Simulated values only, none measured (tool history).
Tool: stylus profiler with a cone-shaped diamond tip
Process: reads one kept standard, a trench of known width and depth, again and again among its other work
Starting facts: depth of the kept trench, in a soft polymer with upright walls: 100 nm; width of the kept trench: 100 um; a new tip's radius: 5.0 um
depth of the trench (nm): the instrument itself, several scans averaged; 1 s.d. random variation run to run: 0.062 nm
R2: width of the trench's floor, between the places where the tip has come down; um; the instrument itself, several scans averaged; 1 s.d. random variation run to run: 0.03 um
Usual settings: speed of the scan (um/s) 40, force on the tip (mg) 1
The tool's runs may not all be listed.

run 1 hour=0 | speed_of_the_scan_(um/s)=40 force_on_the_tip_(mg)=1 | depth_of_the_trench_(nm)=101.09 R2=97.15
run 2 hour=17.6 | speed_of_the_scan_(um/s)=40 force_on_the_tip_(mg)=1 | depth_of_the_trench_(nm)=101.08 R2=97.12
run 3 hour=34.7 | speed_of_the_scan_(um/s)=40 force_on_the_tip_(mg)=1.95 | depth_of_the_trench_(nm)=101.47 R2=97.25
run 4 hour=60 | speed_of_the_scan_(um/s)=40 force_on_the_tip_(mg)=1 | depth_of_the_trench_(nm)=101.17 R2=97.13
run 5 hour=84.7 | speed_of_the_scan_(um/s)=35 force_on_the_tip_(mg)=1 | depth_of_the_trench_(nm)=101.2 R2=97.2
run 6 hour=114.4 | speed_of_the_scan_(um/s)=35 force_on_the_tip_(mg)=1 | depth_of_the_trench_(nm)=101.21 R2=97.14
run 7 hour=132.9 | speed_of_the_scan_(um/s)=35 force_on_the_tip_(mg)=0.66 | depth_of_the_trench_(nm)=101.02 R2=97.06
run 8 hour=157.1 | speed_of_the_scan_(um/s)=35 force_on_the_tip_(mg)=0.66 | depth_of_the_trench_(nm)=101.08 R2=97.09
run 9 hour=176 | speed_of_the_scan_(um/s)=40 force_on_the_tip_(mg)=0.48 | depth_of_the_trench_(nm)=100.65 R2=96.91
run 10 hour=203.3 | speed_of_the_scan_(um/s)=40 force_on_the_tip_(mg)=0.48 | depth_of_the_trench_(nm)=100.76 R2=96.92
run 11 hour=219 | speed_of_the_scan_(um/s)=40 force_on_the_tip_(mg)=0.48 | depth_of_the_trench_(nm)=100.92 R2=96.89
run 12 hour=231.7 | speed_of_the_scan_(um/s)=40 force_on_the_tip_(mg)=1 | depth_of_the_trench_(nm)=101.16 R2=97.05
run 13 hour=259.2 | speed_of_the_scan_(um/s)=37 force_on_the_tip_(mg)=1 | depth_of_the_trench_(nm)=101.06 R2=97.06
run 14 hour=271.9 | speed_of_the_scan_(um/s)=37 force_on_the_tip_(mg)=1 | depth_of_the_trench_(nm)=101.14 R2=97.08
run 15 hour=287 | speed_of_the_scan_(um/s)=40 force_on_the_tip_(mg)=1 | depth_of_the_trench_(nm)=101.08 R2=97.02
run 16 hour=309.2 | speed_of_the_scan_(um/s)=40 force_on_the_tip_(mg)=1 | depth_of_the_trench_(nm)=101.18 R2=97.02
run 17 hour=328.6 | speed_of_the_scan_(um/s)=40 force_on_the_tip_(mg)=1 | depth_of_the_trench_(nm)=101.28 R2=97
run 18 hour=356.4 | speed_of_the_scan_(um/s)=40 force_on_the_tip_(mg)=1 | depth_of_the_trench_(nm)=101.15 R2=96.96
run 19 hour=373.8 | speed_of_the_scan_(um/s)=40 force_on_the_tip_(mg)=1 | depth_of_the_trench_(nm)=101.27 R2=97.01
run 20 hour=395.6 | speed_of_the_scan_(um/s)=26 force_on_the_tip_(mg)=1 | depth_of_the_trench_(nm)=101.16 R2=97.16
run 21 hour=412.5 | speed_of_the_scan_(um/s)=40 force_on_the_tip_(mg)=1 | depth_of_the_trench_(nm)=101.24 R2=96.92
run 22 hour=427.8 | speed_of_the_scan_(um/s)=40 force_on_the_tip_(mg)=1.41 | depth_of_the_trench_(nm)=101.43 R2=97.02
run 23 hour=454.8 | speed_of_the_scan_(um/s)=40 force_on_the_tip_(mg)=1 | depth_of_the_trench_(nm)=101.12 R2=96.97
run 24 hour=485.7 | speed_of_the_scan_(um/s)=40 force_on_the_tip_(mg)=1 | depth_of_the_trench_(nm)=101.25 R2=97.01
run 25 hour=516.3 | speed_of_the_scan_(um/s)=77 force_on_the_tip_(mg)=0.84 | depth_of_the_trench_(nm)=101.15 R2=96.49
run 26 hour=537.1 | speed_of_the_scan_(um/s)=146 force_on_the_tip_(mg)=1.4 | depth_of_the_trench_(nm)=101.35 R2=96
run 27 hour=557 | speed_of_the_scan_(um/s)=80 force_on_the_tip_(mg)=0.35 | depth_of_the_trench_(nm)=100.71 R2=95.93
run 28 hour=579.3 | speed_of_the_scan_(um/s)=51 force_on_the_tip_(mg)=0.89 | depth_of_the_trench_(nm)=101.22 R2=96.79
run 29 hour=602.9 | speed_of_the_scan_(um/s)=85 force_on_the_tip_(mg)=0.89 | depth_of_the_trench_(nm)=101.26 R2=96.38
run 30 hour=631 | speed_of_the_scan_(um/s)=85 force_on_the_tip_(mg)=0.89 | depth_of_the_trench_(nm)=101.09 R2=96.38
run 31 hour=655.5 | speed_of_the_scan_(um/s)=21 force_on_the_tip_(mg)=0.34 | depth_of_the_trench_(nm)=100.8 R2=96.92
run 32 hour=679.4 | speed_of_the_scan_(um/s)=16 force_on_the_tip_(mg)=0.85 | depth_of_the_trench_(nm)=101.08 R2=97.17
run 33 hour=699.7 | speed_of_the_scan_(um/s)=16 force_on_the_tip_(mg)=0.85 | depth_of_the_trench_(nm)=101.23 R2=97.12
run 34 hour=726 | speed_of_the_scan_(um/s)=16 force_on_the_tip_(mg)=0.56 | depth_of_the_trench_(nm)=100.95 R2=97.07
run 35 hour=746 | speed_of_the_scan_(um/s)=36 force_on_the_tip_(mg)=0.52 | depth_of_the_trench_(nm)=100.99 R2=96.77
run 36 hour=763.7 | speed_of_the_scan_(um/s)=36 force_on_the_tip_(mg)=0.52 | depth_of_the_trench_(nm)=100.85 R2=96.81
run 37 hour=784.7 | speed_of_the_scan_(um/s)=107 force_on_the_tip_(mg)=0.78 | depth_of_the_trench_(nm)=101.12 R2=96
run 38 hour=804.2 | speed_of_the_scan_(um/s)=107 force_on_the_tip_(mg)=0.78 | depth_of_the_trench_(nm)=101.18 R2=96.03
run 39 hour=831.8 | speed_of_the_scan_(um/s)=107 force_on_the_tip_(mg)=2.1 | depth_of_the_trench_(nm)=101.91 R2=96.53
run 40 hour=849.8 | speed_of_the_scan_(um/s)=77 force_on_the_tip_(mg)=0.76 | depth_of_the_trench_(nm)=101.22 R2=96.38
run 41 hour=869.8 | speed_of_the_scan_(um/s)=77 force_on_the_tip_(mg)=0.76 | depth_of_the_trench_(nm)=101.05 R2=96.33
run 42 hour=883.9 | speed_of_the_scan_(um/s)=13 force_on_the_tip_(mg)=2.58 | depth_of_the_trench_(nm)=101.98 R2=97.11
run 43 hour=902.8 | speed_of_the_scan_(um/s)=13 force_on_the_tip_(mg)=2.58 | depth_of_the_trench_(nm)=102.02 R2=97.11
run 44 hour=922.9 | speed_of_the_scan_(um/s)=151 force_on_the_tip_(mg)=0.66 | depth_of_the_trench_(nm)=101.01 R2=95.29
run 45 hour=935.7 | speed_of_the_scan_(um/s)=151 force_on_the_tip_(mg)=0.66 | depth_of_the_trench_(nm)=101.12 R2=95.29
run 46 hour=966.1 | speed_of_the_scan_(um/s)=151 force_on_the_tip_(mg)=0.66 | depth_of_the_trench_(nm)=101.18 R2=95.28
run 47 hour=981.5 | speed_of_the_scan_(um/s)=42 force_on_the_tip_(mg)=1.02 | depth_of_the_trench_(nm)=101.24 R2=96.76
run 48 hour=1009.6 | speed_of_the_scan_(um/s)=42 force_on_the_tip_(mg)=2.19 | depth_of_the_trench_(nm)=101.81 R2=96.94

Branching from run 48: 3 alternative next runs. What would each branch give?
run A hour=1029.7 | speed_of_the_scan_(um/s)=17 force_on_the_tip_(mg)=0.46 | depth_of_the_trench_(nm)=? R2=?
run B hour=1029.7 | speed_of_the_scan_(um/s)=42 force_on_the_tip_(mg)=2.5 | depth_of_the_trench_(nm)=? R2=?
run C hour=1029.7 | speed_of_the_scan_(um/s)=101 force_on_the_tip_(mg)=2.18 | depth_of_the_trench_(nm)=? R2=?

run=A depth_of_the_trench_(nm)=100.91 R2=96.92
run=B depth_of_the_trench_(nm)=102.19 R2=96.85
run=C depth_of_the_trench_(nm)=101.89 R2=96.48
Take away the tool's hidden state, keep each run's random variation, and the runs would have read:
run=A depth_of_the_trench_(nm)=100.45 R2=97.76
run=B depth_of_the_trench_(nm)=101.72 R2=97.69
run=C depth_of_the_trench_(nm)=101.42 R2=97.32
